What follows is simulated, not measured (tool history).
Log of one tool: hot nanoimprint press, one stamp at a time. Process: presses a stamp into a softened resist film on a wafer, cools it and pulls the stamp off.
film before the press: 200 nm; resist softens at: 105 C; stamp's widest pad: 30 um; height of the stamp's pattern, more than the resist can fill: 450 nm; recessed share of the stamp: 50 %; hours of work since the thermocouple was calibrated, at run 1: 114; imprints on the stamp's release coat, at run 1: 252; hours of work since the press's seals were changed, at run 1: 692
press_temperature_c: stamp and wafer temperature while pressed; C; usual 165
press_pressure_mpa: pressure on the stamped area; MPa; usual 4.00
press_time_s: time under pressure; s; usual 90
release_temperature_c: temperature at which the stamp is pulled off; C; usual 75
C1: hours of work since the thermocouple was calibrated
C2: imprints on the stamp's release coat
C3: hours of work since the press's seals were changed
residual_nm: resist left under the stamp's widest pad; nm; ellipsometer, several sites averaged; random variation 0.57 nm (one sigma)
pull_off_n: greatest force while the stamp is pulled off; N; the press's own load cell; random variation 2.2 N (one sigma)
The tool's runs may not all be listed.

{"run": 1, "hour": 0.0, "press_temperature_c": 165, "press_pressure_mpa": 4.0, "press_time_s": 90, "release_temperature_c": 75, "C1": 114, "C2": 252, "C3": 692, "residual_nm": 99.3, "pull_off_n": 155}
{"run": 2, "hour": 47.3, "press_temperature_c": 165, "press_pressure_mpa": 4.0, "press_time_s": 90, "release_temperature_c": 75, "C1": 135, "C2": 379, "C3": 713, "residual_nm": 99.4, "pull_off_n": 158}
{"run": 3, "hour": 97.9, "press_temperature_c": 165, "press_pressure_mpa": 4.0, "press_time_s": 90, "release_temperature_c": 75, "C1": 157, "C2": 514, "C3": 735, "residual_nm": 99.3, "pull_off_n": 158}
{"run": 4, "hour": 190.6, "press_temperature_c": 165, "press_pressure_mpa": 4.0, "press_time_s": 90, "release_temperature_c": 75, "C1": 198, "C2": 762, "C3": 776, "residual_nm": 98.7, "pull_off_n": 158}
{"run": 5, "hour": 263.9, "press_temperature_c": 165, "press_pressure_mpa": 4.0, "press_time_s": 87, "release_temperature_c": 75, "C1": 231, "C2": 958, "C3": 808, "residual_nm": 100.9, "pull_off_n": 158}
{"run": 6, "hour": 343.4, "press_temperature_c": 165, "press_pressure_mpa": 4.0, "press_time_s": 87, "release_temperature_c": 75, "C1": 266, "C2": 1170, "C3": 844, "residual_nm": 100.2, "pull_off_n": 159}
{"hour": 384.9, "done": "press's hydraulic seals changed and the load cell set to zero"}
{"run": 7, "hour": 392.1, "press_temperature_c": 165, "press_pressure_mpa": 4.0, "press_time_s": 90, "release_temperature_c": 75, "C1": 284, "C2": 1279, "C3": 3, "residual_nm": 99.9, "pull_off_n": 158}
{"run": 8, "hour": 454.3, "press_temperature_c": 165, "press_pressure_mpa": 4.0, "press_time_s": 90, "release_temperature_c": 75, "C1": 312, "C2": 1445, "C3": 31, "residual_nm": 99.3, "pull_off_n": 160}
{"run": 9, "hour": 546.8, "press_temperature_c": 165, "press_pressure_mpa": 4.0, "press_time_s": 90, "release_temperature_c": 75, "C1": 353, "C2": 1692, "C3": 72, "residual_nm": 100.3, "pull_off_n": 157}
{"run": 10, "hour": 593.9, "press_temperature_c": 165, "press_pressure_mpa": 4.0, "press_time_s": 90, "release_temperature_c": 75, "C1": 373, "C2": 1818, "C3": 92, "residual_nm": 99.9, "pull_off_n": 160}
{"run": 11, "hour": 638.7, "press_temperature_c": 165, "press_pressure_mpa": 4.0, "press_time_s": 90, "release_temperature_c": 75, "C1": 393, "C2": 1938, "C3": 112, "residual_nm": 101.3, "pull_off_n": 160}
{"hour": 719.1, "done": "stamp cleaned and given a new release coat"}
{"run": 12, "hour": 719.1, "press_temperature_c": 165, "press_pressure_mpa": 4.0, "press_time_s": 90, "release_temperature_c": 75, "C1": 426, "C2": 0, "C3": 145, "residual_nm": 102.0, "pull_off_n": 159}
{"run": 13, "hour": 789.6, "press_temperature_c": 165, "press_pressure_mpa": 4.0, "press_time_s": 90, "release_temperature_c": 75, "C1": 457, "C2": 188, "C3": 176, "residual_nm": 101.4, "pull_off_n": 158}
{"hour": 798.2, "done": "plate thermocouple calibrated"}
{"run": 14, "hour": 884.2, "press_temperature_c": 165, "press_pressure_mpa": 4.0, "press_time_s": 90, "release_temperature_c": 75, "C1": 38, "C2": 433, "C3": 217, "residual_nm": 100.9, "pull_off_n": 157}
{"run": 15, "hour": 946.1, "press_temperature_c": 165, "press_pressure_mpa": 4.0, "press_time_s": 90, "release_temperature_c": 75, "C1": 65, "C2": 599, "C3": 244, "residual_nm": 100.1, "pull_off_n": 162}
{"run": 16, "hour": 1031.0, "press_temperature_c": 165, "press_pressure_mpa": 4.0, "press_time_s": 90, "release_temperature_c": 75, "C1": 103, "C2": 825, "C3": 282, "residual_nm": 100.6, "pull_off_n": 160}
{"run": 17, "hour": 1074.1, "press_temperature_c": 169, "press_pressure_mpa": 3.04, "press_time_s": 90, "release_temperature_c": 66, "C1": 122, "C2": 940, "C3": 301, "residual_nm": 98.4, "pull_off_n": 187}
{"run": 18, "hour": 1147.3, "press_temperature_c": 169, "press_pressure_mpa": 3.04, "press_time_s": 90, "release_temperature_c": 66, "C1": 154, "C2": 1136, "C3": 333, "residual_nm": 99.7, "pull_off_n": 186}
{"run": 19, "hour": 1210.0, "press_temperature_c": 169, "press_pressure_mpa": 3.04, "press_time_s": 90, "release_temperature_c": 66, "C1": 182, "C2": 1304, "C3": 361, "residual_nm": 98.4, "pull_off_n": 186}
{"run": 20, "hour": 1251.5, "press_temperature_c": 165, "press_pressure_mpa": 4.0, "press_time_s": 164, "release_temperature_c": 63, "C1": 201, "C2": 1415, "C3": 379, "residual_nm": 84.0, "pull_off_n": 195}
{"hour": 1255.4, "done": "gauge calibrated"}
{"run": 21, "hour": 1339.1, "press_temperature_c": 165, "press_pressure_mpa": 4.0, "press_time_s": 164, "release_temperature_c": 63, "C1": 239, "C2": 1649, "C3": 418, "residual_nm": 81.2, "pull_off_n": 199}
{"run": 22, "hour": 1409.9, "press_temperature_c": 165, "press_pressure_mpa": 4.0, "press_time_s": 61, "release_temperature_c": 63, "C1": 271, "C2": 1838, "C3": 449, "residual_nm": 110.9, "pull_off_n": 199}
{"run": 23, "hour": 1454.5, "press_temperature_c": 165, "press_pressure_mpa": 4.84, "press_time_s": 61, "release_temperature_c": 63, "C1": 290, "C2": 1957, "C3": 469, "residual_nm": 100.9, "pull_off_n": 195}
{"hour": 1527.7, "done": "stamp cleaned and given a new release coat"}
{"run": 24, "hour": 1548.8, "press_temperature_c": 165, "press_pressure_mpa": 4.84, "press_time_s": 61, "release_temperature_c": 63, "C1": 329, "C2": 56, "C3": 508, "residual_nm": 100.6, "pull_off_n": 196}
{"run": 25, "hour": 1602.6, "press_temperature_c": 165, "press_pressure_mpa": 4.84, "press_time_s": 150, "release_temperature_c": 80, "C1": 353, "C2": 200, "C3": 532, "residual_nm": 75.2, "pull_off_n": 143}
{"run": 26, "hour": 1676.8, "press_temperature_c": 165, "press_pressure_mpa": 4.84, "press_time_s": 150, "release_temperature_c": 80, "C1": 386, "C2": 398, "C3": 565, "residual_nm": 76.8, "pull_off_n": 145}
{"run": 27, "hour": 1723.6, "press_temperature_c": 165, "press_pressure_mpa": 4.84, "press_time_s": 150, "release_temperature_c": 80, "C1": 407, "C2": 523, "C3": 586, "residual_nm": 75.5, "pull_off_n": 141}
{"run": 28, "hour": 1786.4, "press_temperature_c": 165, "press_pressure_mpa": 2.45, "press_time_s": 150, "release_temperature_c": 80, "C1": 435, "C2": 691, "C3": 613, "residual_nm": 110.6, "pull_off_n": 146}
{"hour": 1846.3, "done": "plate thermocouple calibrated"}
{"run": 29, "hour": 1852.5, "press_temperature_c": 164, "press_pressure_mpa": 4.0, "press_time_s": 61, "release_temperature_c": 75, "C1": 3, "C2": 860, "C3": 641, "residual_nm": 118.0, "pull_off_n": 159}
{"run": 30, "hour": 1910.5, "press_temperature_c": 164, "press_pressure_mpa": 2.51, "press_time_s": 163, "release_temperature_c": 75, "C1": 28, "C2": 1015, "C3": 667, "residual_nm": 114.0, "pull_off_n": 161}
{"run": 31, "hour": 1997.6, "press_temperature_c": 165, "press_pressure_mpa": 4.0, "press_time_s": 90, "release_temperature_c": 78, "C1": 67, "C2": 1248, "C3": 706, "residual_nm": 101.2, "pull_off_n": 150}

The same runs without the tool's hidden state, with the same run-to-run variation:
The hidden state here: true temperature over the reading, C; pressure that arrives at the usual setting, %; grip of the stamp's worn release coat, % over a new coat's; drift of the gauge itself on residual_nm, %; drift of the gauge itself on pull_off_n, %.
run=1 residual_nm=99.3
run=2 residual_nm=99.4
run=3 residual_nm=99.2
run=4 residual_nm=98.3
run=5 residual_nm=100.4
run=6 residual_nm=99.5
run=7 residual_nm=99.2
run=8 residual_nm=98.5
run=9 residual_nm=99.3
run=10 residual_nm=98.8
run=11 residual_nm=100.1
run=12 residual_nm=100.7
run=13 residual_nm=100.0
run=14 residual_nm=98.9
run=15 residual_nm=98.0
run=16 residual_nm=98.4
run=17 residual_nm=96.1
run=18 residual_nm=97.3
run=19 residual_nm=95.9
run=20 residual_nm=81.8
run=21 residual_nm=81.2
run=22 residual_nm=110.7
run=23 residual_nm=100.6
run=24 residual_nm=100.2
run=25 residual_nm=74.8
run=26 residual_nm=76.3
run=27 residual_nm=75.0
run=28 residual_nm=109.6
run=29 residual_nm=116.3
run=30 residual_nm=112.2
run=31 residual_nm=99.4
pull_off_n: within 1 N of the measured result in every run.

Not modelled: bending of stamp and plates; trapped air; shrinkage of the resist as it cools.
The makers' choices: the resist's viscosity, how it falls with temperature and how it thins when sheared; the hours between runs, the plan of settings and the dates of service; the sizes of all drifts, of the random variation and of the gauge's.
